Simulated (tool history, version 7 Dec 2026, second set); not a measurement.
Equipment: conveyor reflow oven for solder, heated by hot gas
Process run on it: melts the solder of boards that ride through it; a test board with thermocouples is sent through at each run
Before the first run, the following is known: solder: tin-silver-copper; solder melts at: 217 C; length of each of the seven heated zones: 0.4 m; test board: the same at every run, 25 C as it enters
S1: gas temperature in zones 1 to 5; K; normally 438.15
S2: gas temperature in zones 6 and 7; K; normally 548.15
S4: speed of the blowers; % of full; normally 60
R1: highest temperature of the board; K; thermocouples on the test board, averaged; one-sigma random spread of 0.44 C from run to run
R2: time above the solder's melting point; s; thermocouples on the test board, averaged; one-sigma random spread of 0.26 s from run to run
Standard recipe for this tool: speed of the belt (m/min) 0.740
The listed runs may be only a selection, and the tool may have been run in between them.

run 1 hour=0.0 | S1=438.15 S2=548.15 speed_of_the_belt_(m/min)=0.740 S4=60 | R1=530.05 R2=49.2
run 2 hour=49.1 | S1=438.15 S2=548.15 speed_of_the_belt_(m/min)=0.617 S4=60 | R1=535.65 R2=63.4
run 3 hour=87.8 | S1=452.15 S2=548.15 speed_of_the_belt_(m/min)=0.740 S4=60 | R1=531.45 R2=53.6
run 4 hour=136.6 | S1=452.15 S2=548.15 speed_of_the_belt_(m/min)=0.740 S4=60 | R1=531.65 R2=53.9
run 5 hour=184.8 | S1=452.15 S2=548.15 speed_of_the_belt_(m/min)=0.740 S4=60 | R1=531.45 R2=53.7
run 6 hour=225.5 | S1=438.15 S2=548.15 speed_of_the_belt_(m/min)=0.643 S4=60 | R1=532.75 R2=59.1
run 7 hour=271.6 | S1=438.15 S2=548.15 speed_of_the_belt_(m/min)=0.740 S4=60 | R1=528.25 R2=47.9
run 8 hour=298.2 | S1=438.15 S2=548.15 speed_of_the_belt_(m/min)=0.740 S4=60 | R1=528.25 R2=48.5
run 9 hour=329.2 | S1=438.15 S2=541.15 speed_of_the_belt_(m/min)=0.740 S4=60 | R1=521.75 R2=43.7
run 10 hour=353.3 | S1=438.15 S2=541.15 speed_of_the_belt_(m/min)=0.740 S4=60 | R1=522.55 R2=44.0
run 11 hour=403.4 | S1=444.15 S2=541.15 speed_of_the_belt_(m/min)=0.740 S4=60 | R1=522.95 R2=45.8
run 12 hour=448.0 | S1=444.15 S2=541.15 speed_of_the_belt_(m/min)=0.740 S4=60 | R1=521.45 R2=45.5
-- hour=500.6 flux residue cleaned out of gas plates and filters
run 13 hour=505.1 | S1=444.15 S2=541.15 speed_of_the_belt_(m/min)=0.740 S4=60 | R1=524.45 R2=48.8
-- hour=518.7 thermocouples of zones 6 and 7 changed
run 14 hour=561.7 | S1=443.15 S2=544.15 speed_of_the_belt_(m/min)=0.740 S4=75 | R1=532.35 R2=52.8
run 15 hour=617.5 | S1=443.15 S2=562.15 speed_of_the_belt_(m/min)=0.787 S4=75 | R1=546.35 R2=54.7
run 16 hour=655.8 | S1=443.15 S2=555.15 speed_of_the_belt_(m/min)=0.787 S4=80 | R1=540.85 R2=52.4
run 17 hour=685.7 | S1=438.15 S2=548.15 speed_of_the_belt_(m/min)=0.694 S4=60 | R1=533.55 R2=54.9
run 18 hour=724.8 | S1=430.15 S2=548.15 speed_of_the_belt_(m/min)=0.740 S4=73 | R1=532.85 R2=49.7
run 19 hour=774.0 | S1=430.15 S2=548.15 speed_of_the_belt_(m/min)=0.740 S4=73 | R1=532.95 R2=48.8
run 20 hour=809.7 | S1=452.15 S2=543.15 speed_of_the_belt_(m/min)=0.836 S4=86 | R1=528.65 R2=46.4
run 21 hour=835.9 | S1=424.15 S2=543.15 speed_of_the_belt_(m/min)=0.836 S4=89 | R1=523.95 R2=37.5
run 22 hour=860.0 | S1=438.15 S2=560.15 speed_of_the_belt_(m/min)=0.677 S4=59 | R1=545.55 R2=61.6
run 23 hour=915.1 | S1=441.15 S2=560.15 speed_of_the_belt_(m/min)=0.872 S4=59 | R1=534.65 R2=44.2
run 24 hour=967.2 | S1=441.15 S2=560.15 speed_of_the_belt_(m/min)=0.872 S4=59 | R1=534.35 R2=43.3
run 25 hour=990.8 | S1=424.15 S2=540.15 speed_of_the_belt_(m/min)=0.872 S4=54 | R1=511.65 R2=27.0
run 26 hour=1039.6 | S1=440.15 S2=537.15 speed_of_the_belt_(m/min)=0.740 S4=60 | R1=519.85 R2=43.2

Each row is a separate what-if for the run after 26, all from the same tool condition, not one after another. Results?
run A hour=1088.8 | S1=438.15 S2=547.15 speed_of_the_belt_(m/min)=0.740 S4=53 | R1=? R2=?
run B hour=1088.8 | S1=433.15 S2=541.15 speed_of_the_belt_(m/min)=0.740 S4=54 | R1=? R2=?
run C hour=1088.8 | S1=428.15 S2=537.15 speed_of_the_belt_(m/min)=0.740 S4=86 | R1=? R2=?

run=A R1=526.95 R2=47.5
run=B R1=521.05 R2=41.9
run=C R1=521.15 R2=42.2
Without the tool's unlogged condition, the same runs would have read:
run=A R1=531.15 R2=50.2
run=B R1=525.45 R2=45.1
run=C R1=525.95 R2=45.9
